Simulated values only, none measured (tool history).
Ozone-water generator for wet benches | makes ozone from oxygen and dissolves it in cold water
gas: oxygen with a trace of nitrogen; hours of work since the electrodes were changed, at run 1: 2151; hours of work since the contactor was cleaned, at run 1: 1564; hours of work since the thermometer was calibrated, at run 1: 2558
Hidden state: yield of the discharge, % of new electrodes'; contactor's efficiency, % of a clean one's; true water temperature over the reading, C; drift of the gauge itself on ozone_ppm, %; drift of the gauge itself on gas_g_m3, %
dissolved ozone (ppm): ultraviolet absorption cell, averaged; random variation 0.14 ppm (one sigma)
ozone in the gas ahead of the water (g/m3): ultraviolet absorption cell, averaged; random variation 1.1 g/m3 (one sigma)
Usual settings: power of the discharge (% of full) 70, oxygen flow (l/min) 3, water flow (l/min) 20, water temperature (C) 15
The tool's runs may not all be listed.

run	hour	power of the discharge (% of full)	oxygen flow (l/min)	water flow (l/min)	water temperature (C)	hours of work since the electrodes were changed	hours of work since the contactor was cleaned	hours of work since the thermometer was calibrated	dissolved ozone (ppm)	ozone in the gas ahead of the water (g/m3)
1	0	70	3	20	15	2151	1564	2558	16	206.1
2	35	70	3	20	10	2182	1594	2588	16.6	209.1
3	105.7	70	3	20	10	2242	1655	2649	16.6	207.8
4	140.8	70	3	20	10	2273	1685	2679	16.7	207.9
5	183	70	3	20	10	2309	1721	2715	16.6	206.1
6	228.1	70	3	20	10	2348	1760	2754	16.8	208.3
7	264	70	3	20	23	2379	1791	2785	14.5	207.3
8	325.7	45	3	20	23	2432	1844	2838	10.8	155.5
9	371.2	45	3	20	23	2471	1883	2877	10.9	157.3
10	400.5	70	3	20	15	2496	1908	2903	15.9	207.5
11	437.5	68	3	20	15	2528	1940	2934	15.8	204.8
12	483.3	68	3	20	15	2567	1979	2974	15.8	204.3
13	547.4	70	3	20	15	2623	2035	3029	16	209.8
14	589.9	70	3	20	15	2659	2071	3066	16.1	211
15	647.7	70	3	20	15	2709	2121	3115	15.8	208.9
16	688.7	70	1.91	20	15	2744	2156	3151	15.5	284.5
17	718.7	68	1.69	20	15	2770	2182	3176	14.6	300.1
18	755.7	75	3.91	32	22	2802	2214	3208	10.6	184.1
19	793.6	64	3	20	15	2834	2247	3241	15	198.2
20	822.3	64	3	20	15	2859	2271	3266	15.1	197
21	892.5	64	3	20	15	2919	2332	3326	15	200.4
22	962.9	70	3	20	18	2980	2392	3387	15.4	211.4
23	994	70	2.52	20	11	3007	2419	3413	16	236.1
24	1028.1	70	2.52	20	11	3036	2448	3443	16.1	237.7
25	1058.9	67	3.02	23	15	3063	2475	3469	13.6	205.3
26	1127.7	70	4.91	19	15	3122	2534	3528	16.1	152.8
27	1178.7	70	3.8	31	15	3166	2578	3572	10.9	180.3
# hour 1206.3: gauge calibrated
28	1225.6	57	3.8	25	12	3206	2618	3613	11.9	155.4
29	1278.9	46	2.76	19	10	3252	2664	3658	13.1	168
30	1308.8	46	1.79	19	10	3278	2690	3684	12.4	223.1
31	1348.1	46	1.79	19	10	3311	2724	3718	12.4	221.4
32	1401	63	1.79	20	10	3357	2769	3763	14.4	271.9

4 ways to go on from here, each from the tool as it stands after run 32. What would each give?
A	1461	70	3	32	16	3409	2821	3815	?	?
B	1461	56	1.7	20	12	3409	2821	3815	?	?
C	1461	70	3	13	18	3409	2821	3815	?	?
D	1461	63	3.96	20	10	3409	2821	3815	?	?

run	dissolved ozone (ppm)	ozone in the gas ahead of the water (g/m3)
A	10.4	207.3
B	13.2	263.2
C	21.7	206.7
D	15.9	161.5
Without the tool's hidden state the same runs would have given:
run	dissolved ozone (ppm)	ozone in the gas ahead of the water (g/m3)
A	10.4	206.2
B	13.2	261.8
C	21.7	205.6
D	15.9	160.6
